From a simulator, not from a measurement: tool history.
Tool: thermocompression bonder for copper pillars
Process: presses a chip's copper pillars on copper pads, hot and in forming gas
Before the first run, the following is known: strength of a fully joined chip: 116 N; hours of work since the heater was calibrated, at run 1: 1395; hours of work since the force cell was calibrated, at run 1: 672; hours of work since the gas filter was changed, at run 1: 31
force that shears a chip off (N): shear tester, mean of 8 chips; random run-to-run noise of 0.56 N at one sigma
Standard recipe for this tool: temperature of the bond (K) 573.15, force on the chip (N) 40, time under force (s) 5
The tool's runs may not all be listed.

run    hour  temperature of the bond (K)  force on the chip (N)  time under force (s)  hours of work since the heater was calibrated  hours of work since the force cell was calibrated  hours of work since the gas filter was changed  force that shears a chip off (N)
  1     0.0                       573.15                     40                     5                                           1395                                                672                                              31                              64.9
  2    21.5                       573.15                     40                     5                                           1411                                                689                                              48                              65.0
  3    51.7                       573.15                     40                     5                                           1435                                                712                                              71                              63.7
  4    75.2                       573.15                     40                     5                                           1453                                                731                                              90                              63.6
  5   105.4                       573.15                     40                     5                                           1476                                                754                                             113                              63.9
      115.7  -- force cell calibrated
  6   128.1                       573.15                     40                     5                                           1493                                                 10                                             130                              64.1
  7   162.4                       573.15                     40                     5                                           1519                                                 36                                             156                              64.2
      176.4  -- forming gas filter changed
  8   200.8                       573.15                     28                     5                                           1549                                                 66                                              19                              55.2
  9   231.7                       573.15                     40                     5                                           1573                                                 89                                              43                              64.1
 10   253.5                       573.15                     40                     8                                           1590                                                106                                              60                              75.9
      259.9  -- heater calibrated with a thermocouple chip
 11   282.1                       573.15                     40                     5                                             17                                                127                                              80                              64.2
 12   322.5                       573.15                     40                     5                                             48                                                158                                             112                              64.8
 13   341.2                       575.15                     40                     5                                             63                                                173                                             126                              65.8
 14   382.2                       573.15                     40                     4                                             95                                                205                                             158                              59.6
      395.1  -- forming gas filter changed
 15   420.8                       573.15                     50                     5                                            124                                                234                                              20                              71.3
 16   451.0                       589.15                     40                     5                                            148                                                258                                              43                              74.5
 17   484.9                       573.15                     37                     5                                            174                                                284                                              70                              63.0
 18   517.6                       587.15                     40                     5                                            199                                                309                                              95                              73.1
 19   545.1                       573.15                     40                     5                                            221                                                331                                             116                              63.3
 20   571.1                       573.15                     40                     5                                            241                                                351                                             136                              64.9
 21   603.8                       573.15                     40                     5                                            266                                                376                                             162                              64.2
      609.1  -- forming gas filter changed
 22   642.7                       566.15                     29                     5                                            296                                                406                                              26                              51.8
 23   687.3                       566.15                     29                     5                                            331                                                440                                              61                              52.3
 24   709.9                       552.15                     34                     5                                            348                                                458                                              78                              49.0
 25   737.8                       582.15                     24                     5                                            370                                                480                                             100                              55.7
 26   769.6                       582.15                     24                     5                                            394                                                504                                             124                              55.5
 27   806.6                       580.15                     31                    15                                            423                                                533                                             153                              85.9
      824.4  -- forming gas filter changed
 28   845.0                       585.15                     29                     3                                            452                                                562                                              16                              52.1
 29   872.0                       575.15                     44                     8                                            473                                                583                                              37                              79.2
 30   905.5                       575.15                     44                     8                                            499                                                609                                              63                              78.8
 31   928.1                       585.15                     42                     7                                            517                                                627                                              80                              80.7
 32   948.9                       573.15                     31                     3                                            533                                                643                                              96                              47.8
 33   967.5                       601.15                     33                     3                                            547                                                657                                             111                              64.3
 34  1011.2                       601.15                     33                     3                                            581                                                691                                             145                              64.8
 35  1029.7                       601.15                     33                     3                                            596                                                705                                             159                              64.0
     1038.2  -- forming gas filter changed
 36  1068.2                       601.15                     33                     3                                            625                                                735                                              23                              64.8
     1102.1  -- force cell calibrated
 37  1106.8                       601.15                     33                     3                                            654                                                  4                                              52                              63.9
 38  1128.2                       601.15                     33                     3                                            671                                                 20                                              69                              64.2
 39  1164.8                       601.15                     33                     3                                            699                                                 49                                              97                              64.7

Take each entry between the runs: how does the hidden state at the last listed run before it differ from the hidden state at the first listed run after it?
From run 5 to run 6: force cell calibrated (hour 115.7)
  force that reaches the chip, % of what is set: 100.1 -> 100; oxide that the forming gas leaves, % of the face: 0.6 -> 0.62
From run 7 to run 8: forming gas filter changed (hour 176.4)
  oxide that the forming gas leaves, % of the face: 0.64 -> 0.52
From run 10 to run 11: heater calibrated with a thermocouple chip (hour 259.9)
  true temperature of the bond over the reading, C: -0.3 -> 0; oxide that the forming gas leaves, % of the face: 0.56 -> 0.58
From run 14 to run 15: forming gas filter changed (hour 395.1)
  oxide that the forming gas leaves, % of the face: 0.65 -> 0.52
From run 21 to run 22: forming gas filter changed (hour 609.1)
  true temperature of the bond over the reading, C: 0 -> -0.1; oxide that the forming gas leaves, % of the face: 0.65 -> 0.53
From run 27 to run 28: forming gas filter changed (hour 824.4)
  oxide that the forming gas leaves, % of the face: 0.65 -> 0.52
From run 35 to run 36: forming gas filter changed (hour 1038.2)
  oxide that the forming gas leaves, % of the face: 0.65 -> 0.52
From run 36 to run 37: force cell calibrated (hour 1102.1)
  force that reaches the chip, % of what is set: 100.1 -> 100; oxide that the forming gas leaves, % of the face: 0.52 -> 0.55

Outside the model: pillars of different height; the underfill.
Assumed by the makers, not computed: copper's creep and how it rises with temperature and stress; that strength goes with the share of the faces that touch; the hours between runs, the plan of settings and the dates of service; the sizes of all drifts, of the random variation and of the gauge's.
